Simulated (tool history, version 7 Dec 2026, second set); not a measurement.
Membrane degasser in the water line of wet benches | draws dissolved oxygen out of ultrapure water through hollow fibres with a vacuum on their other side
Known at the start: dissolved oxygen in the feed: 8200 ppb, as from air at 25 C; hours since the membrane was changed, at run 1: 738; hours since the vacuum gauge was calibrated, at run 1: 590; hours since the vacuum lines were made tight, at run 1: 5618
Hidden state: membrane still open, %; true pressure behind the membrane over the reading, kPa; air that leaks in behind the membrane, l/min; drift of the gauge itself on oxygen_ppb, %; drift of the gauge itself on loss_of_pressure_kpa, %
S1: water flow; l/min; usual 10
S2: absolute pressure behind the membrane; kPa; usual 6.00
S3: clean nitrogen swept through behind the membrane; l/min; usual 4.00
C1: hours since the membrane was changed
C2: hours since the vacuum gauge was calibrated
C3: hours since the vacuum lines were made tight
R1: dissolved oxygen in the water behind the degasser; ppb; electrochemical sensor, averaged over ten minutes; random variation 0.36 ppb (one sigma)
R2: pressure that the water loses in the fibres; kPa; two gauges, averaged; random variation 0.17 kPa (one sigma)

{"run": 1, "hour": 0.0, "S1": 10, "S2": 6.0, "S3": 4.0, "C1": 738, "C2": 590, "C3": 5618, "R1": 20.7, "R2": 29.85}
{"run": 2, "hour": 36.6, "S1": 10, "S2": 6.0, "S3": 7.49, "C1": 775, "C2": 627, "C3": 5654, "R1": 11.9, "R2": 30.05}
{"run": 3, "hour": 63.9, "S1": 10, "S2": 6.0, "S3": 7.49, "C1": 802, "C2": 654, "C3": 5682, "R1": 12.0, "R2": 29.77}
{"run": 4, "hour": 95.9, "S1": 10, "S2": 6.0, "S3": 7.49, "C1": 834, "C2": 686, "C3": 5714, "R1": 11.6, "R2": 29.72}
{"run": 5, "hour": 134.1, "S1": 10, "S2": 4.71, "S3": 4.0, "C1": 872, "C2": 724, "C3": 5752, "R1": 13.0, "R2": 30.07}
{"run": 6, "hour": 156.0, "S1": 10, "S2": 6.0, "S3": 4.0, "C1": 894, "C2": 746, "C3": 5774, "R1": 20.8, "R2": 29.87}
{"run": 7, "hour": 208.6, "S1": 10, "S2": 6.0, "S3": 4.0, "C1": 947, "C2": 799, "C3": 5826, "R1": 20.6, "R2": 29.68}
{"run": 8, "hour": 245.0, "S1": 10, "S2": 6.0, "S3": 4.0, "C1": 983, "C2": 835, "C3": 5863, "R1": 20.7, "R2": 29.74}
{"run": 9, "hour": 293.6, "S1": 10, "S2": 6.0, "S3": 4.0, "C1": 1032, "C2": 884, "C3": 5911, "R1": 21.3, "R2": 29.52}
{"run": 10, "hour": 324.3, "S1": 10, "S2": 6.0, "S3": 2.83, "C1": 1063, "C2": 914, "C3": 5942, "R1": 28.6, "R2": 29.98}
{"run": 11, "hour": 372.8, "S1": 10, "S2": 6.0, "S3": 2.83, "C1": 1111, "C2": 963, "C3": 5990, "R1": 29.0, "R2": 29.86}
{"run": 12, "hour": 423.3, "S1": 10, "S2": 6.0, "S3": 4.0, "C1": 1161, "C2": 1013, "C3": 6041, "R1": 21.1, "R2": 30.04}
{"run": 13, "hour": 455.7, "S1": 10, "S2": 5.76, "S3": 4.0, "C1": 1194, "C2": 1046, "C3": 6073, "R1": 20.0, "R2": 29.56}
{"run": 14, "hour": 500.3, "S1": 10, "S2": 5.76, "S3": 4.0, "C1": 1239, "C2": 1090, "C3": 6118, "R1": 19.3, "R2": 29.76}
{"run": 15, "hour": 530.1, "S1": 10, "S2": 6.0, "S3": 11.22, "C1": 1268, "C2": 1120, "C3": 6148, "R1": 9.6, "R2": 29.82}
{"run": 16, "hour": 563.7, "S1": 10, "S2": 6.0, "S3": 11.22, "C1": 1302, "C2": 1154, "C3": 6181, "R1": 8.8, "R2": 30.23}
{"run": 17, "hour": 595.5, "S1": 16, "S2": 7.14, "S3": 4.0, "C1": 1334, "C2": 1186, "C3": 6213, "R1": 63.0, "R2": 48.03}
{"run": 18, "hour": 649.2, "S1": 16, "S2": 7.14, "S3": 4.0, "C1": 1387, "C2": 1239, "C3": 6267, "R1": 61.9, "R2": 48.13}
{"run": 19, "hour": 699.4, "S1": 15, "S2": 4.46, "S3": 4.0, "C1": 1438, "C2": 1290, "C3": 6317, "R1": 29.5, "R2": 45.12}
{"run": 20, "hour": 729.2, "S1": 11, "S2": 12.68, "S3": 2.02, "C1": 1467, "C2": 1319, "C3": 6347, "R1": 134.1, "R2": 32.73}
{"run": 21, "hour": 776.0, "S1": 13, "S2": 4.48, "S3": 5.66, "C1": 1514, "C2": 1366, "C3": 6394, "R1": 16.7, "R2": 39.21}
{"run": 22, "hour": 798.8, "S1": 13, "S2": 4.48, "S3": 5.66, "C1": 1537, "C2": 1389, "C3": 6416, "R1": 16.5, "R2": 38.99}
{"run": 23, "hour": 845.8, "S1": 9, "S2": 13.5, "S3": 9.34, "C1": 1584, "C2": 1436, "C3": 6463, "R1": 27.8, "R2": 26.96}
{"run": 24, "hour": 868.8, "S1": 7, "S2": 12.19, "S3": 10.0, "C1": 1607, "C2": 1459, "C3": 6486, "R1": 18.4, "R2": 20.99}
{"run": 25, "hour": 910.9, "S1": 15, "S2": 4.48, "S3": 5.8, "C1": 1649, "C2": 1501, "C3": 6529, "R1": 25.7, "R2": 45.4}
{"run": 26, "hour": 963.8, "S1": 7, "S2": 9.34, "S3": 5.8, "C1": 1702, "C2": 1554, "C3": 6581, "R1": 20.9, "R2": 20.76}
{"run": 27, "hour": 986.9, "S1": 16, "S2": 9.0, "S3": 2.49, "C1": 1725, "C2": 1577, "C3": 6605, "R1": 115.0, "R2": 47.98}
{"run": 28, "hour": 1038.4, "S1": 16, "S2": 9.0, "S3": 2.49, "C1": 1777, "C2": 1629, "C3": 6656, "R1": 113.9, "R2": 47.77}
{"run": 29, "hour": 1070.4, "S1": 10, "S2": 8.56, "S3": 4.0, "C1": 1809, "C2": 1661, "C3": 6688, "R1": 38.5, "R2": 30.07}
{"run": 30, "hour": 1099.3, "S1": 14, "S2": 8.85, "S3": 9.35, "C1": 1837, "C2": 1689, "C3": 6717, "R1": 34.2, "R2": 41.92}
{"run": 31, "hour": 1146.2, "S1": 7, "S2": 14.01, "S3": 3.22, "C1": 1884, "C2": 1736, "C3": 6764, "R1": 65.3, "R2": 21.3}
{"run": 32, "hour": 1194.6, "S1": 9, "S2": 5.14, "S3": 4.27, "C1": 1933, "C2": 1785, "C3": 6812, "R1": 12.9, "R2": 27.12}

Hidden state or all else? Some run-to-run changes of R1, split into what the settings, what came in and random variation would give without the hidden state, and what is left for the hidden state (with any gauge scatter that isn't in both results):
Run 19 -> 20: S1 15 -> 11, S2 4.46 -> 12.68, S3 4.00 -> 2.02. R1 +104.6 ppb: hidden state +5.7, all else +98.9.
Run 20 -> 21: S1 11 -> 13, S2 12.68 -> 4.48, S3 2.02 -> 5.66. R1 -117.4 ppb: hidden state -6.8, all else -110.6.
Run 26 -> 27: S1 7 -> 16, S2 9.34 -> 9.00, S3 5.80 -> 2.49. R1 +94.1 ppb: hidden state +4.7, all else +89.4.
Run 31 -> 32: S1 7 -> 9, S2 14.01 -> 5.14, S3 3.22 -> 4.27. R1 -52.4 ppb: hidden state -4.8, all else -47.6.

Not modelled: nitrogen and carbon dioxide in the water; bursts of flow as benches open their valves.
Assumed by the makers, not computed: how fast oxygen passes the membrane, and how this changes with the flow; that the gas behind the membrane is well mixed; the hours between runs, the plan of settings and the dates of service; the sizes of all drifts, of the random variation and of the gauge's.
